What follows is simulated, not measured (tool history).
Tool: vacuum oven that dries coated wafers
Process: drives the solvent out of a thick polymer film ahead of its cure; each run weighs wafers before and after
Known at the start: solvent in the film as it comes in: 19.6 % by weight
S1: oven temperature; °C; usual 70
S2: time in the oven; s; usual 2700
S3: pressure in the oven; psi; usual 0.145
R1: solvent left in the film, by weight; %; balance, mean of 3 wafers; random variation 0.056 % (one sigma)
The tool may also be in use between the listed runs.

{"run": 1, "hour": 0.0, "S1": 70, "S2": 2700, "S3": 0.145, "R1": 2.59}
{"run": 2, "hour": 67.2, "S1": 70, "S2": 2700, "S3": 0.145, "R1": 2.51}
{"run": 3, "hour": 152.1, "S1": 70, "S2": 1800, "S3": 0.145, "R1": 4.41}
{"run": 4, "hour": 241.2, "S1": 70, "S2": 2700, "S3": 0.145, "R1": 2.56}
{"run": 5, "hour": 298.9, "S1": 70, "S2": 2700, "S3": 0.145, "R1": 2.51}
{"run": 6, "hour": 354.7, "S1": 70, "S2": 2700, "S3": 0.236, "R1": 3.06}
{"run": 7, "hour": 427.6, "S1": 70, "S2": 2700, "S3": 0.236, "R1": 3.06}
{"run": 8, "hour": 478.4, "S1": 70, "S2": 2700, "S3": 0.467, "R1": 4.34}
{"run": 9, "hour": 537.2, "S1": 70, "S2": 2700, "S3": 0.145, "R1": 2.76}
{"run": 10, "hour": 581.9, "S1": 70, "S2": 2700, "S3": 0.145, "R1": 2.77}
{"run": 11, "hour": 636.7, "S1": 70, "S2": 2820, "S3": 0.145, "R1": 2.58}
{"run": 12, "hour": 685.7, "S1": 70, "S2": 2820, "S3": 0.145, "R1": 2.65}
{"run": 13, "hour": 722.7, "S1": 70, "S2": 2700, "S3": 0.145, "R1": 2.71}
{"run": 14, "hour": 788.5, "S1": 70, "S2": 2700, "S3": 0.145, "R1": 2.74}
{"run": 15, "hour": 850.7, "S1": 70, "S2": 2700, "S3": 0.368, "R1": 3.92}
{"run": 16, "hour": 924.9, "S1": 70, "S2": 2700, "S3": 0.368, "R1": 4.08}
{"run": 17, "hour": 983.2, "S1": 70, "S2": 2700, "S3": 0.368, "R1": 3.98}
{"run": 18, "hour": 1070.7, "S1": 70, "S2": 2700, "S3": 0.368, "R1": 4.08}
{"run": 19, "hour": 1112.1, "S1": 70, "S2": 2700, "S3": 0.368, "R1": 4.1}
{"hour": 1173.9, "done": "vacuum gauge cleaned of residue and calibrated"}
{"run": 20, "hour": 1178.1, "S1": 60, "S2": 1320, "S3": 0.145, "R1": 10.82}
{"run": 21, "hour": 1238.3, "S1": 67, "S2": 3720, "S3": 0.371, "R1": 3.89}
{"run": 22, "hour": 1296.0, "S1": 69, "S2": 2700, "S3": 0.178, "R1": 3.41}
{"run": 23, "hour": 1347.2, "S1": 61, "S2": 2280, "S3": 0.145, "R1": 7.93}
{"run": 24, "hour": 1416.6, "S1": 68, "S2": 3600, "S3": 0.345, "R1": 3.54}
{"run": 25, "hour": 1478.5, "S1": 67, "S2": 3600, "S3": 0.091, "R1": 2.48}
{"run": 26, "hour": 1536.1, "S1": 61, "S2": 1560, "S3": 0.181, "R1": 10.21}

The next listed run, before its measurement:
{"run": 27, "hour": 1591.1, "S1": 61, "S2": 1560, "S3": 0.181, "R1": "?"}

{"run 27": {"R1": 10.17}}
Without the tool's hidden state the same run would have given R1 9.67 %.
